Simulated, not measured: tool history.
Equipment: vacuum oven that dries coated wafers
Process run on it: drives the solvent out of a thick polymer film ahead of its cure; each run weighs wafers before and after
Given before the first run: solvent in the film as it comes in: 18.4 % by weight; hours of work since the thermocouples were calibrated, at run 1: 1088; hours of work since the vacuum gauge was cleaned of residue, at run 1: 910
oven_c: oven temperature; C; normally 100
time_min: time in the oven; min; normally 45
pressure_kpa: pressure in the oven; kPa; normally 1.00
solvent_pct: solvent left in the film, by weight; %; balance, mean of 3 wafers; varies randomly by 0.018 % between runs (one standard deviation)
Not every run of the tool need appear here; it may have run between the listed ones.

run,hour,oven_c,time_min,pressure_kpa,hours of work since the thermocouples were calibrated,hours of work since the vacuum gauge was cleaned of residue,solvent_pct
1,0.0,100,45,1.00,1088,910,3.84
2,83.7,100,45,1.00,1147,969,3.82
3,161.9,100,45,1.00,1202,1024,3.84
4,209.2,100,45,1.00,1236,1057,3.78
5,276.9,103,45,1.00,1283,1105,2.88
6,325.7,100,45,1.00,1318,1139,3.81
7,411.4,100,71,1.00,1378,1200,1.96
8,463.3,100,71,1.00,1414,1236,1.94
9,534.6,100,71,1.00,1465,1286,1.94
# hour 613.2: oven's thermocouples calibrated
10,613.2,100,71,0.92,0,1340,2.47
11,703.5,100,45,1.00,64,1404,4.56
12,775.4,100,45,1.00,114,1454,4.53
13,845.5,100,45,1.00,163,1504,4.54
14,915.7,100,45,1.00,213,1553,4.49
15,971.2,100,45,1.00,252,1592,4.49
16,1038.7,100,45,1.00,299,1640,4.45
17,1127.5,100,45,1.00,362,1702,4.41
18,1217.8,100,23,1.00,425,1766,7.88
19,1295.2,100,23,1.00,480,1820,7.87
20,1363.4,100,23,1.00,528,1868,7.89
21,1444.5,100,45,1.00,585,1925,4.41
22,1521.8,100,45,1.00,639,1980,4.37
23,1595.7,100,45,1.00,691,2032,4.36
24,1670.4,100,45,2.61,744,2084,4.95
25,1731.1,108,33,2.61,787,2127,3.81
26,1782.6,108,33,2.61,823,2163,3.79
27,1855.7,108,33,2.61,874,2215,3.75
28,1893.9,108,33,2.61,901,2242,3.78
29,1961.3,87,33,2.61,949,2289,10.74
30,2037.6,87,33,2.61,1002,2343,10.70
31,2083.6,97,39,0.53,1035,2375,5.82
32,2153.4,97,39,0.53,1084,2424,5.85
33,2244.6,101,29,2.89,1148,2488,6.78
34,2289.9,101,29,2.89,1180,2520,6.73
35,2328.2,113,24,0.54,1207,2547,3.13
36,2391.8,113,24,0.54,1252,2592,3.14
37,2438.8,105,24,0.54,1285,2625,5.62
38,2483.5,97,53,1.22,1316,2656,4.48
39,2537.7,104,45,0.82,1354,2695,2.94
40,2624.7,105,45,2.94,1415,2756,3.35
41,2677.5,102,45,0.74,1453,2793,3.44
42,2746.6,93,45,1.00,1501,2842,6.55
# hour 2775.7: oven's thermocouples calibrated
43,2819.1,104,66,1.00,31,2891,2.00
44,2878.7,104,66,1.00,72,2933,1.99
45,2967.6,107,50,1.66,135,2996,2.41
46,3018.7,100,32,1.30,171,3032,6.44
47,3086.5,100,32,1.30,219,3079,6.41

Results for each run, recomputed without the tool's hidden state and with each run's random variation untouched:
Hidden state present: true wafer temperature over the reading, C; true pressure over the reading, kPa; drift of the gauge itself on solvent_pct, %.
run,solvent_pct
1,4.26
2,4.25
3,4.28
4,4.24
5,3.29
6,4.29
7,2.24
8,2.22
9,2.22
10,2.17
11,4.29
12,4.27
13,4.29
14,4.26
15,4.27
16,4.24
17,4.22
18,7.77
19,7.77
20,7.81
21,4.28
22,4.25
23,4.25
24,4.87
25,3.78
26,3.76
27,3.74
28,3.77
29,10.69
30,10.66
31,5.85
32,5.89
33,6.89
34,6.86
35,3.24
36,3.26
37,5.79
38,4.52
39,2.97
40,3.41
41,3.52
42,6.69
43,1.59
44,1.58
45,2.07
46,6.18
47,6.17
